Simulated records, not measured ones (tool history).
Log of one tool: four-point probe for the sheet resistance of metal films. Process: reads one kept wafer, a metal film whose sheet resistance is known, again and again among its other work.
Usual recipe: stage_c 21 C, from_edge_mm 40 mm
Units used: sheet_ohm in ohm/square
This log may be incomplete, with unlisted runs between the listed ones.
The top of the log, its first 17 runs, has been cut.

run   hour  stage_c  from_edge_mm  touches since the probe head was changed  hours of work since the stage's thermometer was calibrated  sheet_ohm
 18  321.2       23             8                                     13704                                                        1591  29.877788
 19  338.5       23             8                                     14131                                                        1602  29.880504
 20  358.8       23             8                                     14634                                                        1615  29.879755
 21  376.4       21             9                                     15070                                                        1626  29.892672
 22  391.6       21             9                                     15446                                                        1635  29.910167
 23  407.6       21             9                                     15842                                                        1645  29.906387
 24  431.8       21             9                                     16441                                                        1660  29.903709
 25  447.3       22            18                                     16826                                                        1670  29.827535
 26  464.9       32            19                                     17262                                                        1681  29.586298
 27  485.9       32            19                                     17782                                                        1694  29.579875
 28  501.2       21            19                                     18159                                                        1703  29.838198
 29  526.6       19            15                                     18789                                                        1719  29.894978
 30  539.1       21            46                                     19098                                                        1727  29.817316
 31  558.1       20            53                                     19567                                                        1738  29.838343
 32  573.9       20            53                                     19958                                                        1748  29.839821
 33  588.6       20            53                                     20323                                                        1757  29.833094
 34  608.8       20            53                                     20822                                                        1770  29.841027
 35  621.3       24             5                                     21132                                                        1778  30.007338
 36  642.1       32             5                                     21648                                                        1791  29.821382
 37  664.2       20            36                                     22194                                                        1804  29.833444
 38  687.5       20            36                                     22771                                                        1819  29.827871
 39  715.9       23            12                                     23475                                                        1836  29.802457
 40  737.8       21            10                                     24015                                                        1850  29.870502
 41  760.6       21            10                                     24581                                                        1864  29.866968
 42  776.1       28            22                                     24964                                                        1874  29.657513

Forecast each of these 4 alternatives for the next run:
     781.5  -- stage's thermometer calibrated
  A  804.9       27            34                                     25665                                                          15          ?
     781.5  -- stage's thermometer calibrated
  B  804.9       21            10                                     25665                                                          15          ?
     781.5  -- stage's thermometer calibrated
  C  804.9       32             6                                     25665                                                          15          ?
     781.5  -- stage's thermometer calibrated
  D  804.9       19            69                                     25665                                                          15          ?

run  sheet_ohm
  A  29.621989
  B  29.811408
  C  29.684716
  D  29.807806
Without the tool's hidden state the same runs would have given:
run  sheet_ohm
  A  29.598938
  B  29.788295
  C  29.661564
  D  29.784718
